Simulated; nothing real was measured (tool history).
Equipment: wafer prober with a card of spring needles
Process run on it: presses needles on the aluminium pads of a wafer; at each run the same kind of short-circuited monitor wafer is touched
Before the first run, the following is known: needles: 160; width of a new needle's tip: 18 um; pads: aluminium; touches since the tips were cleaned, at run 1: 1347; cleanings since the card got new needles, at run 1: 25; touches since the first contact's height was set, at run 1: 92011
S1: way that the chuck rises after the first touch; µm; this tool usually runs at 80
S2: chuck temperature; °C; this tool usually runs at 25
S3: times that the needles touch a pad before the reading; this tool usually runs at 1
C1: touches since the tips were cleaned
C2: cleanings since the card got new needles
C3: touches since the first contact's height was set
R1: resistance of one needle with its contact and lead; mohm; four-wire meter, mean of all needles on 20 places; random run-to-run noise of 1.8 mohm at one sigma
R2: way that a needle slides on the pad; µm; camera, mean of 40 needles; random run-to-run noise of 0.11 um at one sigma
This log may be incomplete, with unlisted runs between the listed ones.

| run | hour | S1 | S2 | S3 | C1 | C2 | C3 | R1 | R2 |
|---|---|---|---|---|---|---|---|---|---|
| 1 | 0.0 | 80 | 25 | 1 | 1347 | 25 | 92011 | 182 | 20.21 |
|  | 5.7 | tips cleaned on abrasive film |
| 2 | 12.8 | 80 | 25 | 1 | 2071 | 26 | 95712 | 184 | 20.11 |
|  | 16.4 | tips cleaned on abrasive film |
| 3 | 18.7 | 80 | 25 | 1 | 666 | 27 | 97411 | 185 | 20.12 |
| 4 | 26.5 | 80 | 25 | 1 | 2939 | 27 | 99684 | 182 | 20.26 |
|  | 27.6 | tips cleaned on abrasive film |
| 5 | 35.0 | 80 | 25 | 1 | 2170 | 28 | 102145 | 183 | 20.29 |
|  | 38.7 | tips cleaned on abrasive film |
| 6 | 44.4 | 80 | 25 | 1 | 1662 | 29 | 104865 | 182 | 20.06 |
|  | 49.2 | tips cleaned on abrasive film |
| 7 | 57.3 | 68 | 25 | 1 | 2366 | 30 | 108605 | 186 | 17.33 |
|  | 59.9 | tips cleaned on abrasive film |
| 8 | 65.0 | 80 | 25 | 1 | 1473 | 31 | 110810 | 180 | 20.27 |
|  | 70.6 | tips cleaned on abrasive film |
| 9 | 71.2 | 80 | 25 | 1 | 201 | 32 | 112611 | 181 | 20.32 |
|  | 80.9 | tips cleaned on abrasive film |
| 10 | 81.2 | 80 | 25 | 1 | 88 | 33 | 115491 | 183 | 20.20 |
|  | 91.5 | tips cleaned on abrasive film |
| 11 | 92.0 | 80 | 25 | 2 | 153 | 34 | 118617 | 181 | 20.12 |
|  | 102.2 | tips cleaned on abrasive film |
| 12 | 102.5 | 80 | 25 | 1 | 72 | 35 | 121641 | 183 | 20.34 |
| 13 | 112.2 | 80 | 25 | 1 | 2925 | 35 | 124494 | 183 | 20.46 |
|  | 113.4 | tips cleaned on abrasive film |
| 14 | 119.3 | 80 | 25 | 1 | 1730 | 36 | 126530 | 183 | 20.18 |
|  | 124.3 | tips cleaned on abrasive film |
| 15 | 125.3 | 80 | 25 | 1 | 302 | 37 | 128260 | 186 | 20.18 |
|  | 134.8 | tips cleaned on abrasive film |
| 16 | 138.1 | 80 | 25 | 1 | 965 | 38 | 131969 | 182 | 20.28 |
| 17 | 144.9 | 91 | 25 | 2 | 2942 | 38 | 133946 | 185 | 23.19 |
|  | 145.9 | tips cleaned on abrasive film |
| 18 | 151.9 | 77 | 56 | 1 | 1771 | 39 | 135974 | 188 | 19.68 |
|  | 156.5 | tips cleaned on abrasive film |
| 19 | 161.5 | 72 | 26 | 2 | 1457 | 40 | 138741 | 181 | 18.40 |
|  | 167.0 | tips cleaned on abrasive film |
| 20 | 174.3 | 83 | 31 | 2 | 2141 | 41 | 142456 | 184 | 20.90 |
|  | 177.2 | tips cleaned on abrasive film |
| 21 | 182.9 | 83 | 31 | 2 | 1645 | 42 | 144919 | 183 | 20.88 |
|  | 187.5 | tips cleaned on abrasive film |
| 22 | 188.5 | 83 | 38 | 2 | 290 | 43 | 146519 | 188 | 20.75 |
| 23 | 196.9 | 93 | 25 | 1 | 2743 | 43 | 148972 | 182 | 23.73 |
|  | 197.8 | tips cleaned on abrasive film |
|  | 208.1 | tips cleaned on abrasive film |
| 24 | 208.1 | 88 | 47 | 1 | 0 | 45 | 152187 | 185 | 22.17 |
|  | 218.9 | tips cleaned on abrasive film |
| 25 | 220.7 | 88 | 27 | 1 | 510 | 46 | 155834 | 180 | 22.35 |
| 26 | 226.9 | 80 | 120 | 1 | 2330 | 46 | 157654 | 204 | 20.25 |
|  | 230.1 | tips cleaned on abrasive film |
| 27 | 237.4 | 80 | 120 | 1 | 2138 | 47 | 160693 | 200 | 20.45 |
|  | 241.0 | tips cleaned on abrasive film |
| 28 | 248.6 | 80 | 25 | 2 | 2215 | 48 | 163936 | 184 | 20.25 |
|  | 251.7 | tips cleaned on abrasive film |
| 29 | 256.8 | 63 | 67 | 1 | 1489 | 49 | 166305 | 192 | 15.96 |
|  | 262.6 | tips cleaned on abrasive film |
| 30 | 269.3 | 63 | 67 | 1 | 1947 | 50 | 169915 | 195 | 15.93 |
|  | 273.7 | tips cleaned on abrasive film |
| 31 | 276.7 | 65 | 90 | 1 | 869 | 51 | 172049 | 196 | 16.46 |
|  | 283.9 | tips cleaned on abrasive film |
| 32 | 287.9 | 65 | 90 | 1 | 1154 | 52 | 175292 | 196 | 16.55 |

Across each entry between runs, compare the hidden state at the last listed run before it with the hidden state at the first listed run after it:
From run 1 to run 2: tips cleaned on abrasive film (hour 5.7)
  debris on the tips, nm: 0.5 -> 0.8
From run 2 to run 3: tips cleaned on abrasive film (hour 16.4)
  debris on the tips, nm: 0.8 -> 0.3
From run 4 to run 5: tips cleaned on abrasive film (hour 27.6)
  debris on the tips, nm: 1 -> 0.8
From run 5 to run 6: tips cleaned on abrasive film (hour 38.7)
  debris on the tips, nm: 0.8 -> 0.6; way that the needles fall short of the set height, um: 0.05 -> 0.06
From run 6 to run 7: tips cleaned on abrasive film (hour 49.2)
  debris on the tips, nm: 0.6 -> 0.8
From run 7 to run 8: tips cleaned on abrasive film (hour 59.9)
  debris on the tips, nm: 0.8 -> 0.6
From run 8 to run 9: tips cleaned on abrasive film (hour 70.6)
  debris on the tips, nm: 0.6 -> 0.2
From run 9 to run 10: tips cleaned on abrasive film (hour 80.9)
  debris on the tips, nm: 0.2 -> 0.1
From run 10 to run 11: tips cleaned on abrasive film (hour 91.5)
  nothing in the hidden state changes from one run to the other
From run 11 to run 12: tips cleaned on abrasive film (hour 102.2)
  way that the needles fall short of the set height, um: 0.06 -> 0.07
From run 13 to run 14: tips cleaned on abrasive film (hour 113.4)
  debris on the tips, nm: 1 -> 0.7
From run 14 to run 15: tips cleaned on abrasive film (hour 124.3)
  debris on the tips, nm: 0.7 -> 0.2
From run 15 to run 16: tips cleaned on abrasive film (hour 134.8)
  debris on the tips, nm: 0.2 -> 0.4; tips' diameter, um: 18.02 -> 18.03
From run 17 to run 18: tips cleaned on abrasive film (hour 145.9)
  debris on the tips, nm: 1 -> 0.7; way that the needles fall short of the set height, um: 0.07 -> 0.08
From run 18 to run 19: tips cleaned on abrasive film (hour 156.5)
  debris on the tips, nm: 0.7 -> 0.6
From run 19 to run 20: tips cleaned on abrasive film (hour 167.0)
  debris on the tips, nm: 0.6 -> 0.8
From run 20 to run 21: tips cleaned on abrasive film (hour 177.2)
  debris on the tips, nm: 0.8 -> 0.6
From run 21 to run 22: tips cleaned on abrasive film (hour 187.5)
  debris on the tips, nm: 0.6 -> 0.2
From run 23 to run 24: tips cleaned on abrasive film (hour 197.8); tips cleaned on abrasive film (hour 208.1)
  debris on the tips, nm: 1 -> 0.1; way that the needles fall short of the set height, um: 0.08 -> 0.09
From run 24 to run 25: tips cleaned on abrasive film (hour 218.9)
  debris on the tips, nm: 0.1 -> 0.3
From run 26 to run 27: tips cleaned on abrasive film (hour 230.1)
  debris on the tips, nm: 0.9 -> 0.7
From run 27 to run 28: tips cleaned on abrasive film (hour 241.0)
  debris on the tips, nm: 0.7 -> 0.8
From run 28 to run 29: tips cleaned on abrasive film (hour 251.7)
  debris on the tips, nm: 0.8 -> 0.6
From run 29 to run 30: tips cleaned on abrasive film (hour 262.6)
  debris on the tips, nm: 0.6 -> 0.7
From run 30 to run 31: tips cleaned on abrasive film (hour 273.7)
  debris on the tips, nm: 0.7 -> 0.4; way that the needles fall short of the set height, um: 0.09 -> 0.1
From run 31 to run 32: tips cleaned on abrasive film (hour 283.9)
  debris on the tips, nm: 0.4 -> 0.5
